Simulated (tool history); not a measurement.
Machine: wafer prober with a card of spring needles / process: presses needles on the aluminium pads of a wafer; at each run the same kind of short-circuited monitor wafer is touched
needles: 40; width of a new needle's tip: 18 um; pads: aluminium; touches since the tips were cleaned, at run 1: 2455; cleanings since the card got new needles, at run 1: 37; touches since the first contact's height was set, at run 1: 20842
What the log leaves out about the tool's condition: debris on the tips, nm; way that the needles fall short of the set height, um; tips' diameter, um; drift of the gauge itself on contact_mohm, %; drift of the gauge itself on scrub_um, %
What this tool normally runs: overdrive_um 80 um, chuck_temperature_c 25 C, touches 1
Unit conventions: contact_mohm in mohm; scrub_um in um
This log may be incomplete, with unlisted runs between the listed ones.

| run | hour | overdrive_um | chuck_temperature_c | touches | touches since the tips were cleaned | cleanings since the card got new needles | touches since the first contact's height was set | contact_mohm | scrub_um |
|---|---|---|---|---|---|---|---|---|---|
| 1 | 0 | 80 | 25 | 1 | 2455 | 37 | 20842 | 136 | 18.45 |
|  | 19.8 | tips cleaned on abrasive film |
| 2 | 29.7 | 80 | 25 | 1 | 2098 | 38 | 27143 | 132 | 18.43 |
|  | 49.3 | tips cleaned on abrasive film |
|  | 81.3 | tips cleaned on abrasive film |
| 3 | 83.4 | 80 | 25 | 1 | 453 | 40 | 38541 | 117 | 18.43 |
|  | 112.5 | tips cleaned on abrasive film |
| 4 | 113.4 | 80 | 25 | 1 | 204 | 41 | 44905 | 111 | 18.39 |
| 5 | 140.3 | 80 | 35 | 1 | 5933 | 41 | 50634 | 146 | 18.39 |
|  | 145.1 | tips cleaned on abrasive film |
|  | 145.4 | height of the first contact set anew |
|  | 178.5 | tips cleaned on abrasive film |
| 6 | 196.1 | 80 | 28 | 2 | 3760 | 43 | 10779 | 126 | 18.34 |
|  | 211.7 | tips cleaned on abrasive film |
| 7 | 219.4 | 80 | 28 | 2 | 1646 | 44 | 15719 | 121 | 18.33 |
|  | 242.9 | height of the first contact set anew, once more |
|  | 243 | tips cleaned on abrasive film |
| 8 | 255.9 | 80 | 46 | 2 | 2734 | 45 | 2734 | 125 | 18.49 |
|  | 272.9 | tips cleaned on abrasive film |
|  | 302.4 | tips cleaned on abrasive film |
| 9 | 303.8 | 98 | 87 | 2 | 298 | 47 | 12898 | 113 | 22.62 |
|  | 331.3 | tips cleaned on abrasive film |
| 10 | 339.9 | 72 | 60 | 2 | 1820 | 48 | 20555 | 132 | 16.61 |

Some steps in contact_mohm between neighbouring runs. How much of each would the tool show without its hidden state too (settings, what came in, random variation), and how much is left for the hidden state, with any gauge scatter that isn't in both results?
Run 4 -> 5: chuck_temperature_c 25 -> 35. contact_mohm +35 mohm: hidden state +31, all else +4.
